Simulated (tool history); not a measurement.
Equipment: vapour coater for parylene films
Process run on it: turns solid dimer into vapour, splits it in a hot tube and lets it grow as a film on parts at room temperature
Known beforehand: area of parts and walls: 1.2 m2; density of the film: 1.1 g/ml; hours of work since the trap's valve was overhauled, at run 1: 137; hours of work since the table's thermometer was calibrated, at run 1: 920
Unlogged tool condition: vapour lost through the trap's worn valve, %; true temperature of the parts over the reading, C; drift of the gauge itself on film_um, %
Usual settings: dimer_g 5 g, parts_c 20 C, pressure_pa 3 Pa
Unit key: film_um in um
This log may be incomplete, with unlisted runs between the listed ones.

run	hour	dimer_g	parts_c	pressure_pa	hours of work since the trap's valve was overhauled	hours of work since the table's thermometer was calibrated	film_um
1	0	5	20	3	137	920	2.174
2	19.6	5	20	3	153	936	2.167
3	46.4	5	20	3	175	958	2.173
4	82.4	5	20	3	204	987	2.156
# hour 92.5: table's thermometer calibrated
5	120.1	5	20	5.78	234	23	1.939
6	162.8	5	13	5.78	269	57	2.579
7	195.4	5	13	5.78	295	84	2.575
8	215.3	5	20	3	311	100	2.082
9	235.2	8	16	5.1	328	116	3.682
10	268.2	8	16	6.56	355	143	3.573
11	300.4	6	22	6.56	381	169	2.1
12	319.8	5	14	3.36	397	185	2.625
13	350.4	3	20	3	422	210	1.242
14	391.1	3	20	3	455	243	1.229
15	433	4	15	2.4	489	277	2.082
16	469.1	5	20	7.11	518	307	1.861

How would selected steps in film_um from run to run divide? Give the signed amount a tool lacking its hidden state would still show from settings, what came in and random variation, and the signed amount left for the hidden state, including any gauge scatter that is not in both of the compared results.
Run 4 -> 5: pressure_pa 3 -> 5.78, table's thermometer calibrated. film_um -0.217 um: hidden state -0.065, all else -0.152.
Run 8 -> 9: dimer_g 5 -> 8, parts_c 20 -> 16, pressure_pa 3 -> 5.1. film_um +1.6 um: hidden state -0.047, all else +1.647.

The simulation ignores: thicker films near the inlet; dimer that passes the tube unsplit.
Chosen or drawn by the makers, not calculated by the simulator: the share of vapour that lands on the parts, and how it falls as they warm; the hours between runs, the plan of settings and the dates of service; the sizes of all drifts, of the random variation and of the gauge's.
